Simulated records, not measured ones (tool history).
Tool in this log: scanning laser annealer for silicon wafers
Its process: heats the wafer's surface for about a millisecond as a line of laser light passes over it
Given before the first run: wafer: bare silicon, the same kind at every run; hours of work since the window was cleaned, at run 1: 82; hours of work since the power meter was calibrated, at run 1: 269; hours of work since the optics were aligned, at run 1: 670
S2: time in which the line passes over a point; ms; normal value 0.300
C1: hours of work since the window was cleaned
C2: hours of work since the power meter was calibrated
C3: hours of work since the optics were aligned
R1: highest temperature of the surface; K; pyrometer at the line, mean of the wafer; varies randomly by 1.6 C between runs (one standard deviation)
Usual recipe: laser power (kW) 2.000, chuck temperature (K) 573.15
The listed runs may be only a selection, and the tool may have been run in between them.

Run 1, hour 0.0: usual settings; C1 82; C2 269; C3 670. Result: R1 1404.15 K.
Run 2, hour 11.1: usual settings; C1 88; C2 275; C3 675. Result: R1 1404.15 K.
Run 3, hour 17.5: usual settings; C1 91; C2 278; C3 678. Result: R1 1405.15 K.
Run 4, hour 26.4: usual settings; C1 95; C2 282; C3 683. Result: R1 1402.15 K.
Run 5, hour 40.1: usual settings; C1 102; C2 289; C3 689. Result: R1 1403.15 K.
Run 6, hour 52.3: usual settings but laser power (kW) 1.731; C1 108; C2 295; C3 695. Result: R1 1294.15 K.
Run 7, hour 59.4: usual settings but laser power (kW) 1.731, chuck temperature (K) 544.15; C1 111; C2 299; C3 699. Result: R1 1265.15 K.
Run 8, hour 70.7: usual settings but S2 0.221 ms; C1 117; C2 304; C3 704. Result: R1 1277.15 K.
Run 9, hour 83.1: usual settings but S2 0.342 ms; C1 123; C2 310; C3 711. Result: R1 1462.15 K.
Run 10, hour 97.0: usual settings but S2 0.342 ms; C1 130; C2 317; C3 717. Result: R1 1464.15 K.
Run 11, hour 103.4: usual settings but S2 0.342 ms; C1 133; C2 320; C3 720. Result: R1 1464.15 K.
Run 12, hour 114.1: usual settings; C1 138; C2 325; C3 726. Result: R1 1401.15 K.
Run 13, hour 122.5: usual settings; C1 142; C2 329; C3 730. Result: R1 1400.15 K.
Run 14, hour 128.9: usual settings but laser power (kW) 2.161, S2 0.345 ms, chuck temperature (K) 596.15; C1 145; C2 333; C3 733. Result: R1 1560.15 K.
Run 15, hour 137.3: usual settings but laser power (kW) 2.014, S2 0.332 ms, chuck temperature (K) 571.15; C1 150; C2 337; C3 737. Result: R1 1449.15 K.
Run 16, hour 147.3: usual settings but S2 0.350 ms; C1 155; C2 342; C3 742. Result: R1 1472.15 K.
Run 17, hour 161.3: usual settings but S2 0.350 ms; C1 161; C2 348; C3 749. Result: R1 1469.15 K.
Run 18, hour 173.8: usual settings but S2 0.350 ms; C1 167; C2 355; C3 755. Result: R1 1472.15 K.
Run 19, hour 181.5: usual settings but chuck temperature (K) 608.15; C1 171; C2 358; C3 759. Result: R1 1437.15 K.
Run 20, hour 196.2: usual settings but laser power (kW) 2.053, S2 0.345 ms, chuck temperature (K) 562.15; C1 178; C2 366; C3 766. Result: R1 1474.15 K.
Run 21, hour 202.7: usual settings but laser power (kW) 2.053, S2 0.345 ms, chuck temperature (K) 562.15; C1 182; C2 369; C3 769. Result: R1 1475.15 K.
Run 22, hour 211.9: usual settings but laser power (kW) 2.053, S2 0.345 ms, chuck temperature (K) 562.15; C1 186; C2 373; C3 774. Result: R1 1476.15 K.
Run 23, hour 220.7: usual settings but laser power (kW) 1.951, S2 0.347 ms, chuck temperature (K) 568.15; C1 190; C2 378; C3 778. Result: R1 1441.15 K.
Run 24, hour 227.8: usual settings but laser power (kW) 1.951, S2 0.347 ms, chuck temperature (K) 568.15; C1 194; C2 381; C3 781. Result: R1 1441.15 K.
Run 25, hour 235.0: usual settings but laser power (kW) 1.951, S2 0.347 ms, chuck temperature (K) 568.15; C1 197; C2 385; C3 785. Result: R1 1442.15 K.

5 options for the next run, each taken on its own from the tool as it stands now. Forecast them:
Run A, hour 246.5: usual settings but S2 0.234 ms; C1 203; C2 390; C3 791. Result: R1 ?.
Run B, hour 246.5: usual settings but laser power (kW) 1.785, chuck temperature (K) 607.15; C1 203; C2 390; C3 791. Result: R1 ?.
Run C, hour 246.5: usual settings but laser power (kW) 1.976; C1 203; C2 390; C3 791. Result: R1 ?.
Run D, hour 246.5: usual settings but laser power (kW) 1.906, S2 0.349 ms, chuck temperature (K) 567.15; C1 203; C2 390; C3 791. Result: R1 ?.
Run E, hour 246.5: usual settings but S2 0.352 ms; C1 203; C2 390; C3 791. Result: R1 ?.

run       R1
  A  1295.15
  B  1346.15
  C  1390.15
  D  1423.15
  E  1472.15
Had the tool no hidden state, the same runs would have come out as:
run       R1
  A  1311.15
  B  1362.15
  C  1408.15
  D  1442.15
  E  1492.15

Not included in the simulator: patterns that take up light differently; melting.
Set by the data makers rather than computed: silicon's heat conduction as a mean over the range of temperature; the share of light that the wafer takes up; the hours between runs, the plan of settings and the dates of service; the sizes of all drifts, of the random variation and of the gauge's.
